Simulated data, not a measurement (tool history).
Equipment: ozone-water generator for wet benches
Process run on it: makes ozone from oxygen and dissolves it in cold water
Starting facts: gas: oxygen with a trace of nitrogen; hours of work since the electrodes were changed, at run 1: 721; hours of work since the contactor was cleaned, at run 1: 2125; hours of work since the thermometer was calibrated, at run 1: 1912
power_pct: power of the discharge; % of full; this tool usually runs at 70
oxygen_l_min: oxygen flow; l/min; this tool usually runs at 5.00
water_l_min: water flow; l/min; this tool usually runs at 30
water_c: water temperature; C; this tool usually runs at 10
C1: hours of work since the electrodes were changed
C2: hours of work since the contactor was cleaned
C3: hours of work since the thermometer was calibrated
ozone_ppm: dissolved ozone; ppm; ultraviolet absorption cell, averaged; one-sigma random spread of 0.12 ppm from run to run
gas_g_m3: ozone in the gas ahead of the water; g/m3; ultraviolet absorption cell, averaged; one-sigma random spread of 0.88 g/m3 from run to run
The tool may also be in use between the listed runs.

Run 1, day 0.000: usual settings; C1 721; C2 2125; C3 1912. Result: ozone_ppm 11.2 ppm, gas_g_m3 142.0 g/m3.
Run 2, day 3.679: usual settings but oxygen_l_min 3.52 l/min; C1 792; C2 2196; C3 1983. Result: ozone_ppm 11.1 ppm, gas_g_m3 181.2 g/m3.
Run 3, day 5.700: usual settings but oxygen_l_min 3.52 l/min; C1 831; C2 2235; C3 2022. Result: ozone_ppm 11.3 ppm, gas_g_m3 178.5 g/m3.
Run 4, day 9.800: usual settings; C1 911; C2 2314; C3 2101. Result: ozone_ppm 11.4 ppm, gas_g_m3 138.9 g/m3.
Run 5, day 13.654: usual settings; C1 985; C2 2389; C3 2176. Result: ozone_ppm 11.1 ppm, gas_g_m3 142.7 g/m3.
Run 6, day 15.588: usual settings; C1 1023; C2 2426; C3 2213. Result: ozone_ppm 11.1 ppm, gas_g_m3 140.6 g/m3.
Run 7, day 18.958: usual settings; C1 1088; C2 2492; C3 2279. Result: ozone_ppm 11.2 ppm, gas_g_m3 143.5 g/m3.
Run 8, day 22.658: usual settings; C1 1159; C2 2563; C3 2350. Result: ozone_ppm 11.2 ppm, gas_g_m3 141.6 g/m3.
Run 9, day 24.712: usual settings; C1 1199; C2 2603; C3 2390. Result: ozone_ppm 11.1 ppm, gas_g_m3 141.2 g/m3.
Run 10, day 28.433: usual settings; C1 1271; C2 2675; C3 2462. Result: ozone_ppm 11.1 ppm, gas_g_m3 140.8 g/m3.
Run 11, day 31.262: usual settings; C1 1326; C2 2730; C3 2516. Result: ozone_ppm 11.2 ppm, gas_g_m3 140.6 g/m3.
Run 12, day 35.142: usual settings but power_pct 50 % of full; C1 1401; C2 2805; C3 2591. Result: ozone_ppm 8.0 ppm, gas_g_m3 103.9 g/m3.
Run 13, day 36.858: usual settings but power_pct 51 % of full, oxygen_l_min 2.80 l/min, water_c 6 C; C1 1434; C2 2838; C3 2625. Result: ozone_ppm 8.1 ppm, gas_g_m3 156.6 g/m3.
Run 14, day 41.067: usual settings but power_pct 51 % of full, oxygen_l_min 2.80 l/min, water_c 6 C; C1 1515; C2 2919; C3 2706. Result: ozone_ppm 8.0 ppm, gas_g_m3 157.6 g/m3.
Run 15, day 45.167: usual settings but power_pct 51 % of full, oxygen_l_min 2.80 l/min, water_c 6 C; C1 1595; C2 2998; C3 2785. Result: ozone_ppm 8.1 ppm, gas_g_m3 157.6 g/m3.
Run 16, day 47.496: usual settings but power_pct 43 % of full, oxygen_l_min 7.25 l/min, water_l_min 31 l/min, water_c 5 C; C1 1640; C2 3043; C3 2830. Result: ozone_ppm 7.2 ppm, gas_g_m3 70.5 g/m3.
Run 17, day 49.875: usual settings but oxygen_l_min 5.32 l/min, water_c 16 C; C1 1686; C2 3089; C3 2876. Result: ozone_ppm 10.4 ppm, gas_g_m3 133.6 g/m3.
Run 18, day 52.354: usual settings but oxygen_l_min 8.02 l/min, water_c 16 C; C1 1734; C2 3137; C3 2924. Result: ozone_ppm 10.2 ppm, gas_g_m3 100.5 g/m3.
Run 19, day 55.271: usual settings but power_pct 53 % of full; C1 1790; C2 3194; C3 2981. Result: ozone_ppm 8.6 ppm, gas_g_m3 108.7 g/m3.
Run 20, day 58.875: usual settings but water_l_min 39 l/min; C1 1860; C2 3264; C3 3051. Result: ozone_ppm 8.4 ppm, gas_g_m3 139.7 g/m3.
Run 21, day 61.817: usual settings but water_l_min 39 l/min; C1 1917; C2 3320; C3 3107. Result: ozone_ppm 8.3 ppm, gas_g_m3 139.2 g/m3.
Run 22, day 66.029: usual settings but power_pct 44 % of full, oxygen_l_min 6.60 l/min, water_c 16 C; C1 1998; C2 3402; C3 3189. Result: ozone_ppm 6.8 ppm, gas_g_m3 75.4 g/m3.

Below are 3 alternative next runs, each starting from the tool's condition after run 22. Predict each:
Run A, day 69.062: usual settings but power_pct 90 % of full, water_l_min 36 l/min; C1 2057; C2 3461; C3 3247. Result: ozone_ppm ?, gas_g_m3 ?.
Run B, day 69.062: usual settings but power_pct 45 % of full, oxygen_l_min 6.60 l/min, water_l_min 33 l/min, water_c 7 C; C1 2057; C2 3461; C3 3247. Result: ozone_ppm ?, gas_g_m3 ?.
Run C, day 69.062: usual settings but power_pct 88 % of full, oxygen_l_min 7.61 l/min, water_c 7 C; C1 2057; C2 3461; C3 3247. Result: ozone_ppm ?, gas_g_m3 ?.

run  ozone_ppm  gas_g_m3
  A       11.3     173.2
  B        6.8      76.5
  C       13.7     126.9
Without the tool's unlogged condition, the same runs would have read:
run  ozone_ppm  gas_g_m3
  A       12.2     181.0
  B        7.1      78.1
  C       14.7     132.5
